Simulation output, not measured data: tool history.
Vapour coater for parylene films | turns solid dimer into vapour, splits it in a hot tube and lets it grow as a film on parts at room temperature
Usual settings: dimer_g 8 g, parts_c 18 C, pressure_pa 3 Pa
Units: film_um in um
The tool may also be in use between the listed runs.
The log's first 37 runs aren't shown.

run 38 hour=494.9 | dimer_g=4 parts_c=19 pressure_pa=10.14 | film_um=0.63
run 39 hour=511 | dimer_g=4 parts_c=17 pressure_pa=7.96 | film_um=0.68
run 40 hour=520.6 | dimer_g=13 parts_c=18 pressure_pa=3 | film_um=2.29
run 41 hour=530.6 | dimer_g=13 parts_c=18 pressure_pa=3 | film_um=2.28
run 42 hour=538.9 | dimer_g=13 parts_c=17 pressure_pa=3 | film_um=2.28
run 43 hour=550.1 | dimer_g=9 parts_c=17 pressure_pa=3 | film_um=1.59
run 44 hour=565.4 | dimer_g=6 parts_c=14 pressure_pa=3.46 | film_um=1.1
run 45 hour=574.2 | dimer_g=5 parts_c=18 pressure_pa=2.31 | film_um=0.87
run 46 hour=587 | dimer_g=3 parts_c=18 pressure_pa=4.1 | film_um=0.5
run 47 hour=604.5 | dimer_g=3 parts_c=18 pressure_pa=3.39 | film_um=0.49

Forecast each of these 4 alternatives for the next run:
run A hour=612.6 | dimer_g=3 parts_c=18 pressure_pa=3.19 | film_um=?
run B hour=612.6 | dimer_g=8 parts_c=25 pressure_pa=3 | film_um=?
run C hour=612.6 | dimer_g=3 parts_c=11 pressure_pa=3.39 | film_um=?
run D hour=612.6 | dimer_g=4 parts_c=18 pressure_pa=3 | film_um=?

run=A film_um=0.52
run=B film_um=1.26
run=C film_um=0.57
run=D film_um=0.71
Without the tool's hidden state the same runs would have given:
run=A film_um=0.53
run=B film_um=1.26
run=C film_um=0.57
run=D film_um=0.71
